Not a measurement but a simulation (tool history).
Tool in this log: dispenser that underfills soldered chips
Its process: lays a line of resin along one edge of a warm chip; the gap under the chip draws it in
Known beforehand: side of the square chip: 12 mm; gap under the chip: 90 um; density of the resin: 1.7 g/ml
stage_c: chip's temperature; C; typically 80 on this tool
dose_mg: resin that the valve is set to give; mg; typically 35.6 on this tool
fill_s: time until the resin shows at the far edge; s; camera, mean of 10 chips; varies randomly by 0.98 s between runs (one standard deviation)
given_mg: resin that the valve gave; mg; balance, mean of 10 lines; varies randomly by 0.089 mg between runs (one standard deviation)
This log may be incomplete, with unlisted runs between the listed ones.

run,hour,stage_c,dose_mg,fill_s,given_mg
1,0.0,80,35.6,168.8,33.69
# hour 1.7: new syringe of resin
2,7.8,69,35.6,200.4,33.66
# hour 10.8: dispensing valve cleaned and set on the balance
# hour 16.1: new syringe of resin
3,20.3,69,35.6,184.8,35.55
# hour 29.2: new syringe of resin
4,29.2,69,35.6,151.2,35.33
5,37.4,69,35.6,226.2,35.20
# hour 42.1: new syringe of resin
6,47.1,69,35.6,190.3,34.82
# hour 55.0: new syringe of resin
7,55.0,87,35.6,71.2,34.85
8,63.3,74,31.6,182.3,30.64
# hour 67.7: new syringe of resin
9,78.0,75,41.6,190.2,40.18
# hour 80.9: new syringe of resin
10,92.3,92,33.0,106.6,31.56
# hour 93.8: new syringe of resin
# hour 105.5: dispensing valve cleaned and set on the balance
11,105.5,81,39.3,151.2,39.49
# hour 108.3: new syringe of resin
12,113.9,72,34.4,174.9,34.27
# hour 121.3: new syringe of resin
13,125.2,72,34.4,162.7,34.21
# hour 134.1: new syringe of resin
14,136.8,80,33.1,109.8,32.53

Here are 5 independent what-if runs from the current tool condition. What would each one return?
# hour 147.3: new syringe of resin
A,151.7,80,37.4,?,?
# hour 147.3: new syringe of resin
B,151.7,86,41.5,?,?
# hour 147.3: new syringe of resin
C,151.7,72,33.1,?,?
# hour 147.3: new syringe of resin
D,151.7,90,32.6,?,?
# hour 147.3: new syringe of resin
E,151.7,91,36.3,?,?

run,fill_s,given_mg
A,118.3,36.57
B,92.3,40.57
C,168.5,32.24
D,81.8,31.89
E,77.3,35.47
Take away the tool's hidden state, keep each run's random variation, and the runs would have read:
run,fill_s,given_mg
A,92.6,37.43
B,72.3,41.51
C,131.5,32.99
D,63.9,32.64
E,60.5,36.31

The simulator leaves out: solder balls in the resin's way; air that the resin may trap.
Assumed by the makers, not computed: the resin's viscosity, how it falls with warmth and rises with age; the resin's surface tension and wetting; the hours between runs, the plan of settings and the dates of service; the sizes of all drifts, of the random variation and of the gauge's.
